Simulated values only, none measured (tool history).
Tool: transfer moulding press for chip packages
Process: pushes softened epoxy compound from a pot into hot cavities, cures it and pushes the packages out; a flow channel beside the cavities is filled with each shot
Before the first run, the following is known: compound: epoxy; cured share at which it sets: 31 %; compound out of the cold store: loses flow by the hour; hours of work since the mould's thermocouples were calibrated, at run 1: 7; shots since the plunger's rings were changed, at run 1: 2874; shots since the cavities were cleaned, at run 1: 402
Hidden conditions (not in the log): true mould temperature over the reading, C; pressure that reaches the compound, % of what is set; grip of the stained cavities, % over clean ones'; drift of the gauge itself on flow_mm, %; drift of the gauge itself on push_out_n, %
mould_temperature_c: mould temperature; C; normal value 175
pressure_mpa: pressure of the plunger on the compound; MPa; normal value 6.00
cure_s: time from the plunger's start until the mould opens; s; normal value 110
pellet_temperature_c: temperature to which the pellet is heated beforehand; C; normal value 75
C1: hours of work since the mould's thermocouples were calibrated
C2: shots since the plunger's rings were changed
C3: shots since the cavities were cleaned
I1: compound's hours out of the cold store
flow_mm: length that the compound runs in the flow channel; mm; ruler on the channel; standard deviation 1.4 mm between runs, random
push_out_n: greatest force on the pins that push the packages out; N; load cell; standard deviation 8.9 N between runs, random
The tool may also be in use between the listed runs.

{"run": 1, "hour": 0.0, "mould_temperature_c": 175, "pressure_mpa": 6.0, "cure_s": 110, "pellet_temperature_c": 75, "C1": 7, "C2": 2874, "C3": 402, "I1": 12.1, "flow_mm": 926, "push_out_n": 632}
{"run": 2, "hour": 12.6, "mould_temperature_c": 175, "pressure_mpa": 6.0, "cure_s": 110, "pellet_temperature_c": 75, "C1": 13, "C2": 2975, "C3": 503, "I1": 33.9, "flow_mm": 845, "push_out_n": 660}
{"run": 3, "hour": 22.1, "mould_temperature_c": 175, "pressure_mpa": 6.0, "cure_s": 110, "pellet_temperature_c": 75, "C1": 17, "C2": 3051, "C3": 579, "I1": 28.8, "flow_mm": 860, "push_out_n": 685}
{"run": 4, "hour": 33.7, "mould_temperature_c": 175, "pressure_mpa": 6.0, "cure_s": 110, "pellet_temperature_c": 75, "C1": 22, "C2": 3144, "C3": 672, "I1": 11.3, "flow_mm": 929, "push_out_n": 702}
{"run": 5, "hour": 42.6, "mould_temperature_c": 175, "pressure_mpa": 6.0, "cure_s": 110, "pellet_temperature_c": 75, "C1": 26, "C2": 3215, "C3": 743, "I1": 23.3, "flow_mm": 882, "push_out_n": 727}
{"run": 6, "hour": 49.3, "mould_temperature_c": 175, "pressure_mpa": 6.0, "cure_s": 110, "pellet_temperature_c": 75, "C1": 29, "C2": 3268, "C3": 796, "I1": 27.9, "flow_mm": 863, "push_out_n": 680}
{"run": 7, "hour": 55.7, "mould_temperature_c": 175, "pressure_mpa": 6.0, "cure_s": 110, "pellet_temperature_c": 75, "C1": 32, "C2": 3319, "C3": 847, "I1": 36.0, "flow_mm": 831, "push_out_n": 727}
{"run": 8, "hour": 66.4, "mould_temperature_c": 175, "pressure_mpa": 6.0, "cure_s": 110, "pellet_temperature_c": 75, "C1": 37, "C2": 3405, "C3": 933, "I1": 26.8, "flow_mm": 865, "push_out_n": 731}
{"run": 9, "hour": 76.6, "mould_temperature_c": 175, "pressure_mpa": 6.0, "cure_s": 110, "pellet_temperature_c": 75, "C1": 42, "C2": 3486, "C3": 1014, "I1": 37.1, "flow_mm": 827, "push_out_n": 715}
{"run": 10, "hour": 84.9, "mould_temperature_c": 175, "pressure_mpa": 6.0, "cure_s": 110, "pellet_temperature_c": 75, "C1": 45, "C2": 3553, "C3": 1081, "I1": 31.4, "flow_mm": 849, "push_out_n": 743}
{"run": 11, "hour": 93.4, "mould_temperature_c": 175, "pressure_mpa": 6.0, "cure_s": 110, "pellet_temperature_c": 75, "C1": 49, "C2": 3620, "C3": 1148, "I1": 17.6, "flow_mm": 899, "push_out_n": 738}
{"hour": 99.0, "done": "cavities cleaned with cleaning compound and waxed"}
{"hour": 104.7, "done": "plunger's sealing rings changed"}
{"run": 12, "hour": 109.8, "mould_temperature_c": 177, "pressure_mpa": 6.66, "cure_s": 109, "pellet_temperature_c": 75, "C1": 55, "C2": 40, "C3": 66, "I1": 35.0, "flow_mm": 900, "push_out_n": 450}
{"run": 13, "hour": 122.1, "mould_temperature_c": 175, "pressure_mpa": 7.01, "cure_s": 110, "pellet_temperature_c": 85, "C1": 60, "C2": 139, "C3": 165, "I1": 29.1, "flow_mm": 953, "push_out_n": 533}
{"run": 14, "hour": 131.5, "mould_temperature_c": 175, "pressure_mpa": 6.0, "cure_s": 100, "pellet_temperature_c": 78, "C1": 65, "C2": 213, "C3": 239, "I1": 47.5, "flow_mm": 815, "push_out_n": 590}
{"run": 15, "hour": 139.9, "mould_temperature_c": 175, "pressure_mpa": 6.0, "cure_s": 90, "pellet_temperature_c": 81, "C1": 68, "C2": 281, "C3": 307, "I1": 9.8, "flow_mm": 959, "push_out_n": 815}
{"run": 16, "hour": 151.0, "mould_temperature_c": 177, "pressure_mpa": 6.13, "cure_s": 90, "pellet_temperature_c": 81, "C1": 73, "C2": 369, "C3": 395, "I1": 12.6, "flow_mm": 948, "push_out_n": 739}
{"run": 17, "hour": 160.2, "mould_temperature_c": 175, "pressure_mpa": 5.72, "cure_s": 126, "pellet_temperature_c": 75, "C1": 77, "C2": 443, "C3": 469, "I1": 29.0, "flow_mm": 861, "push_out_n": 611}
{"run": 18, "hour": 168.4, "mould_temperature_c": 175, "pressure_mpa": 5.72, "cure_s": 126, "pellet_temperature_c": 75, "C1": 81, "C2": 509, "C3": 535, "I1": 13.4, "flow_mm": 918, "push_out_n": 607}
{"run": 19, "hour": 178.4, "mould_temperature_c": 179, "pressure_mpa": 5.27, "cure_s": 110, "pellet_temperature_c": 75, "C1": 86, "C2": 588, "C3": 614, "I1": 8.1, "flow_mm": 883, "push_out_n": 615}
{"run": 20, "hour": 189.4, "mould_temperature_c": 179, "pressure_mpa": 5.27, "cure_s": 110, "pellet_temperature_c": 75, "C1": 91, "C2": 676, "C3": 702, "I1": 22.3, "flow_mm": 827, "push_out_n": 671}

Forecast each of these 3 alternatives for the next run:
{"run": "A", "hour": 197.0, "mould_temperature_c": 175, "pressure_mpa": 6.0, "cure_s": 104, "pellet_temperature_c": 66, "C1": 94, "C2": 737, "C3": 763, "I1": 43.7, "flow_mm": "?", "push_out_n": "?"}
{"run": "B", "hour": 197.0, "mould_temperature_c": 173, "pressure_mpa": 6.55, "cure_s": 110, "pellet_temperature_c": 75, "C1": 94, "C2": 737, "C3": 763, "I1": 15.2, "flow_mm": "?", "push_out_n": "?"}
{"run": "C", "hour": 197.0, "mould_temperature_c": 178, "pressure_mpa": 5.66, "cure_s": 110, "pellet_temperature_c": 80, "C1": 94, "C2": 737, "C3": 763, "I1": 37.3, "flow_mm": "?", "push_out_n": "?"}

run=A flow_mm=825 push_out_n=730
run=B flow_mm=989 push_out_n=788
run=C flow_mm=810 push_out_n=645
With the hidden condition removed and each run's random variation left untouched, the same runs would have given:
run=A flow_mm=831 push_out_n=417
run=B flow_mm=996 push_out_n=449
run=C flow_mm=815 push_out_n=368

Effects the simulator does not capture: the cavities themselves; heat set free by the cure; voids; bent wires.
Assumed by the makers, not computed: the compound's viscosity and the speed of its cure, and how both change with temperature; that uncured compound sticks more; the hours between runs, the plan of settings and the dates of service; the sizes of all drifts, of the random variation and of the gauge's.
